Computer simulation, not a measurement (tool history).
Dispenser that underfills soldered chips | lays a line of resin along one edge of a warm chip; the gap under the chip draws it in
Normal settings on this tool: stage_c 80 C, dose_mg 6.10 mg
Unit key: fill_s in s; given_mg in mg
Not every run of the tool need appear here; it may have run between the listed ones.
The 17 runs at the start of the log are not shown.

| run | day | stage_c | dose_mg | hours of work since the syringe was changed | hours of work since the valve was cleaned | hours of work since the stage was calibrated | fill_s | given_mg |
|---|---|---|---|---|---|---|---|---|
|  | 6.954 | new syringe of resin |
| 18 | 7.196 | 80 | 5.86 | 4 | 58 | 322 | 26.1 | 5.66 |
| 19 | 7.512 | 81 | 7.05 | 8 | 63 | 327 | 30.3 | 6.81 |
|  | 7.721 | new syringe of resin |
| 20 | 7.796 | 72 | 7.80 | 1 | 67 | 331 | 31.4 | 7.45 |
| 21 | 8.262 | 72 | 7.80 | 8 | 74 | 338 | 41.8 | 7.53 |
|  | 8.512 | new syringe of resin |
| 22 | 8.712 | 93 | 6.38 | 3 | 80 | 344 | 16.3 | 6.11 |
|  | 9.271 | new syringe of resin |
|  | 9.312 | dispensing valve cleaned and set on the balance |
| 23 | 9.312 | 74 | 6.10 | 0 | 0 | 352 | 28.5 | 6.14 |
| 24 | 9.804 | 74 | 7.82 | 7 | 7 | 360 | 37.9 | 7.79 |
|  | 10.096 | new syringe of resin |
| 25 | 10.450 | 80 | 7.57 | 5 | 17 | 369 | 27.2 | 7.55 |
|  | 10.875 | new syringe of resin |
| 26 | 11.021 | 80 | 7.35 | 2 | 25 | 377 | 24.9 | 7.29 |
| 27 | 11.471 | 77 | 7.35 | 9 | 32 | 384 | 36.6 | 7.20 |
|  | 11.662 | new syringe of resin |
| 28 | 12.046 | 72 | 6.35 | 6 | 40 | 392 | 38.2 | 6.28 |
| 29 | 12.396 | 72 | 6.35 | 11 | 45 | 398 | 47.4 | 6.13 |
|  | 12.467 | new syringe of resin |
| 30 | 12.938 | 83 | 5.28 | 7 | 53 | 405 | 28.3 | 5.20 |
|  | 13.233 | new syringe of resin |
| 31 | 13.433 | 93 | 6.51 | 3 | 60 | 413 | 16.0 | 6.30 |
| 32 | 13.883 | 86 | 5.42 | 10 | 67 | 419 | 27.8 | 5.31 |
|  | 14.021 | new syringe of resin |
| 33 | 14.167 | 86 | 5.42 | 2 | 71 | 423 | 20.5 | 5.26 |
| 34 | 14.633 | 80 | 6.95 | 9 | 78 | 430 | 31.6 | 6.73 |
|  | 14.804 | new syringe of resin |
| 35 | 15.083 | 89 | 7.06 | 4 | 84 | 437 | 20.0 | 6.76 |

Forecast each of these 3 alternatives for the next run:
|  | 15.396 | dispensing valve cleaned and set on the balance |
| A | 15.538 | 82 | 6.10 | 10 | 2 | 443 | ? | ? |
|  | 15.396 | dispensing valve cleaned and set on the balance |
| B | 15.538 | 71 | 5.55 | 10 | 2 | 443 | ? | ? |
|  | 15.396 | dispensing valve cleaned and set on the balance |
| C | 15.538 | 86 | 7.21 | 10 | 2 | 443 | ? | ? |

| run | fill_s | given_mg |
|---|---|---|
| A | 32.8 | 6.02 |
| B | 49.4 | 5.58 |
| C | 27.7 | 7.14 |
Without the tool's hidden state the same runs would have given:
| run | fill_s | given_mg |
|---|---|---|
| A | 22.2 | 6.03 |
| B | 33.6 | 5.59 |
| C | 18.7 | 7.16 |
